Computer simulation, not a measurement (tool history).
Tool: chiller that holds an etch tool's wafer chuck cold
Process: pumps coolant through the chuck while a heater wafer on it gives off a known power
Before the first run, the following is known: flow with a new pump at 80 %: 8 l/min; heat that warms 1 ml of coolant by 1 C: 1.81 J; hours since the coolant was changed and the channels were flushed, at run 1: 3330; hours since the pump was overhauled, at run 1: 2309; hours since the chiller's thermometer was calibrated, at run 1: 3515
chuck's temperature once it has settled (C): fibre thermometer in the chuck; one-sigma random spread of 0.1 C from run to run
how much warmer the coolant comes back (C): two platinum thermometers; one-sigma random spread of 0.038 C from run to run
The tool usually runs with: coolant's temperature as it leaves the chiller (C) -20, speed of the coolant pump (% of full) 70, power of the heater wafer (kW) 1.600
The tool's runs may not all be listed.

| run | hour | coolant's temperature as it leaves the chiller (C) | speed of the coolant pump (% of full) | power of the heater wafer (kW) | hours since the coolant was changed and the channels were flushed | hours since the pump was overhauled | hours since the chiller's thermometer was calibrated | chuck's temperature once it has settled (C) | how much warmer the coolant comes back (C) |
|---|---|---|---|---|---|---|---|---|---|
| 1 | 0.0 | -20 | 70 | 1.600 | 3330 | 2309 | 3515 | 3.8 | 7.69 |
| 2 | 28.2 | -20 | 70 | 1.801 | 3358 | 2337 | 3544 | 6.7 | 8.59 |
| 3 | 91.1 | -20 | 70 | 1.324 | 3421 | 2400 | 3607 | -0.2 | 6.40 |
| 4 | 140.4 | -20 | 70 | 1.324 | 3470 | 2449 | 3656 | -0.6 | 6.36 |
| 5 | 175.1 | -20 | 70 | 1.600 | 3505 | 2484 | 3691 | 3.8 | 7.77 |
| 6 | 215.2 | -20 | 70 | 1.600 | 3545 | 2524 | 3731 | 3.8 | 7.69 |
| 7 | 256.9 | -20 | 70 | 1.600 | 3587 | 2566 | 3772 | 3.6 | 7.86 |
| 8 | 319.4 | -11 | 97 | 1.600 | 3649 | 2628 | 3835 | 6.7 | 5.62 |
| 9 | 383.1 | -11 | 97 | 1.600 | 3713 | 2692 | 3899 | 6.6 | 5.76 |
| 10 | 425.4 | -12 | 95 | 2.021 | 3755 | 2734 | 3941 | 10.6 | 7.34 |
| 11 | 464.4 | -14 | 70 | 1.344 | 3794 | 2773 | 3980 | 5.8 | 6.76 |
| 12 | 503.4 | -20 | 91 | 1.600 | 3833 | 2812 | 4019 | -1.3 | 6.24 |

Alternative continuations, all from the tool just after run 12; predict every row:
| A | 561.7 | -20 | 86 | 1.091 | 3892 | 2870 | 4077 | ? | ? |
| B | 561.7 | -28 | 70 | 1.600 | 3892 | 2870 | 4077 | ? | ? |
| C | 561.7 | -11 | 67 | 1.600 | 3892 | 2870 | 4077 | ? | ? |
| D | 561.7 | -17 | 70 | 1.184 | 3892 | 2870 | 4077 | ? | ? |

| run | chuck's temperature once it has settled (C) | how much warmer the coolant comes back (C) |
|---|---|---|
| A | -6.5 | 4.60 |
| B | -4.4 | 8.03 |
| C | 13.8 | 8.50 |
| D | 0.6 | 6.09 |
Stripped of hidden state, with their random variation kept, the same runs would have yielded:
| run | chuck's temperature once it has settled (C) | how much warmer the coolant comes back (C) |
|---|---|---|
| A | -6.5 | 4.17 |
| B | -4.4 | 7.60 |
| C | 13.8 | 8.07 |
| D | 0.6 | 5.65 |
